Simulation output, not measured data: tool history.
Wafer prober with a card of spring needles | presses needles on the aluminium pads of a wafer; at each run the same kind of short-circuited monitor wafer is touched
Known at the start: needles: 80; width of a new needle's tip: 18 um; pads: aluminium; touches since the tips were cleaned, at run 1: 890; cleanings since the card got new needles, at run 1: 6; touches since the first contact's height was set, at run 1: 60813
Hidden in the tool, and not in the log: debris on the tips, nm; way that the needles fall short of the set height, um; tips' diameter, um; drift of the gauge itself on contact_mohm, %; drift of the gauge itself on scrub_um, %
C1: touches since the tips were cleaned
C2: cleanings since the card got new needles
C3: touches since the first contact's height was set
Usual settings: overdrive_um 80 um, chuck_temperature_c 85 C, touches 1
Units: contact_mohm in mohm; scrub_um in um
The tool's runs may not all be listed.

{"run": 1, "hour": 0.0, "overdrive_um": 80, "chuck_temperature_c": 85, "touches": 1, "C1": 890, "C2": 6, "C3": 60813, "contact_mohm": 195, "scrub_um": 20.96}
{"run": 2, "hour": 9.8, "overdrive_um": 81, "chuck_temperature_c": 85, "touches": 1, "C1": 2745, "C2": 6, "C3": 62668, "contact_mohm": 200, "scrub_um": 21.27}
{"run": 3, "hour": 16.7, "overdrive_um": 81, "chuck_temperature_c": 85, "touches": 1, "C1": 4074, "C2": 6, "C3": 63997, "contact_mohm": 198, "scrub_um": 21.24}
{"run": 4, "hour": 26.0, "overdrive_um": 81, "chuck_temperature_c": 85, "touches": 1, "C1": 5842, "C2": 6, "C3": 65765, "contact_mohm": 198, "scrub_um": 21.23}
{"run": 5, "hour": 31.8, "overdrive_um": 80, "chuck_temperature_c": 118, "touches": 1, "C1": 6939, "C2": 6, "C3": 66862, "contact_mohm": 206, "scrub_um": 20.95}
{"run": 6, "hour": 38.2, "overdrive_um": 80, "chuck_temperature_c": 50, "touches": 1, "C1": 8152, "C2": 6, "C3": 68075, "contact_mohm": 190, "scrub_um": 20.94}
{"hour": 42.5, "done": "tips cleaned on abrasive film"}
{"run": 7, "hour": 48.3, "overdrive_um": 80, "chuck_temperature_c": 50, "touches": 1, "C1": 1097, "C2": 7, "C3": 69980, "contact_mohm": 189, "scrub_um": 20.92}
{"run": 8, "hour": 53.0, "overdrive_um": 78, "chuck_temperature_c": 85, "touches": 1, "C1": 1984, "C2": 7, "C3": 70867, "contact_mohm": 202, "scrub_um": 20.46}
{"run": 9, "hour": 58.9, "overdrive_um": 78, "chuck_temperature_c": 85, "touches": 1, "C1": 3118, "C2": 7, "C3": 72001, "contact_mohm": 195, "scrub_um": 20.43}
{"run": 10, "hour": 64.9, "overdrive_um": 66, "chuck_temperature_c": 85, "touches": 1, "C1": 4247, "C2": 7, "C3": 73130, "contact_mohm": 200, "scrub_um": 17.29}
{"run": 11, "hour": 73.3, "overdrive_um": 66, "chuck_temperature_c": 85, "touches": 1, "C1": 5850, "C2": 7, "C3": 74733, "contact_mohm": 203, "scrub_um": 17.28}
{"run": 12, "hour": 78.8, "overdrive_um": 66, "chuck_temperature_c": 85, "touches": 1, "C1": 6890, "C2": 7, "C3": 75773, "contact_mohm": 202, "scrub_um": 17.31}
{"run": 13, "hour": 86.7, "overdrive_um": 83, "chuck_temperature_c": 85, "touches": 1, "C1": 8402, "C2": 7, "C3": 77285, "contact_mohm": 194, "scrub_um": 21.74}
{"hour": 89.7, "done": "tips cleaned on abrasive film"}
{"run": 14, "hour": 92.4, "overdrive_um": 83, "chuck_temperature_c": 85, "touches": 1, "C1": 519, "C2": 8, "C3": 78349, "contact_mohm": 194, "scrub_um": 21.75}
{"run": 15, "hour": 100.6, "overdrive_um": 80, "chuck_temperature_c": 85, "touches": 1, "C1": 2072, "C2": 8, "C3": 79902, "contact_mohm": 200, "scrub_um": 20.95}
{"run": 16, "hour": 110.7, "overdrive_um": 62, "chuck_temperature_c": 32, "touches": 1, "C1": 4001, "C2": 8, "C3": 81831, "contact_mohm": 190, "scrub_um": 16.26}
{"run": 17, "hour": 115.8, "overdrive_um": 62, "chuck_temperature_c": 32, "touches": 1, "C1": 4959, "C2": 8, "C3": 82789, "contact_mohm": 192, "scrub_um": 16.24}
{"run": 18, "hour": 123.2, "overdrive_um": 62, "chuck_temperature_c": 32, "touches": 2, "C1": 6371, "C2": 8, "C3": 84201, "contact_mohm": 186, "scrub_um": 16.24}
{"run": 19, "hour": 128.2, "overdrive_um": 74, "chuck_temperature_c": 32, "touches": 2, "C1": 7327, "C2": 8, "C3": 85157, "contact_mohm": 188, "scrub_um": 19.38}
{"run": 20, "hour": 133.8, "overdrive_um": 74, "chuck_temperature_c": 32, "touches": 2, "C1": 8386, "C2": 8, "C3": 86216, "contact_mohm": 188, "scrub_um": 19.4}
{"hour": 136.8, "done": "tips cleaned on abrasive film"}
{"run": 21, "hour": 139.6, "overdrive_um": 91, "chuck_temperature_c": 44, "touches": 3, "C1": 527, "C2": 9, "C3": 87296, "contact_mohm": 190, "scrub_um": 23.85}
{"run": 22, "hour": 147.1, "overdrive_um": 92, "chuck_temperature_c": 88, "touches": 2, "C1": 1950, "C2": 9, "C3": 88719, "contact_mohm": 196, "scrub_um": 24.1}
{"run": 23, "hour": 153.3, "overdrive_um": 80, "chuck_temperature_c": 65, "touches": 1, "C1": 3133, "C2": 9, "C3": 89902, "contact_mohm": 198, "scrub_um": 20.93}
{"run": 24, "hour": 158.8, "overdrive_um": 91, "chuck_temperature_c": 73, "touches": 1, "C1": 4189, "C2": 9, "C3": 90958, "contact_mohm": 199, "scrub_um": 23.86}
{"run": 25, "hour": 168.7, "overdrive_um": 80, "chuck_temperature_c": 73, "touches": 1, "C1": 6057, "C2": 9, "C3": 92826, "contact_mohm": 198, "scrub_um": 20.93}
{"run": 26, "hour": 177.6, "overdrive_um": 71, "chuck_temperature_c": 59, "touches": 2, "C1": 7756, "C2": 9, "C3": 94525, "contact_mohm": 192, "scrub_um": 18.6}
{"hour": 184.0, "done": "tips cleaned on abrasive film"}
{"run": 27, "hour": 185.1, "overdrive_um": 63, "chuck_temperature_c": 59, "touches": 2, "C1": 211, "C2": 10, "C3": 95931, "contact_mohm": 197, "scrub_um": 16.53}
{"run": 28, "hour": 192.2, "overdrive_um": 80, "chuck_temperature_c": 62, "touches": 2, "C1": 1564, "C2": 10, "C3": 97284, "contact_mohm": 195, "scrub_um": 20.99}
{"run": 29, "hour": 197.4, "overdrive_um": 73, "chuck_temperature_c": 64, "touches": 3, "C1": 2556, "C2": 10, "C3": 98276, "contact_mohm": 193, "scrub_um": 19.09}

How the hidden state differs across the entries between the runs, from the last listed run before each to the first after it:
Between runs 6 and 7: tips cleaned on abrasive film (hour 42.5)
  debris on the tips, nm: 1.3 -> 0.5
Between runs 13 and 14: tips cleaned on abrasive film (hour 89.7)
  debris on the tips, nm: 1.3 -> 0.3
Between runs 20 and 21: tips cleaned on abrasive film (hour 136.8)
  debris on the tips, nm: 1.3 -> 0.3
Between runs 26 and 27: tips cleaned on abrasive film (hour 184.0)
  debris on the tips, nm: 1.3 -> 0.1
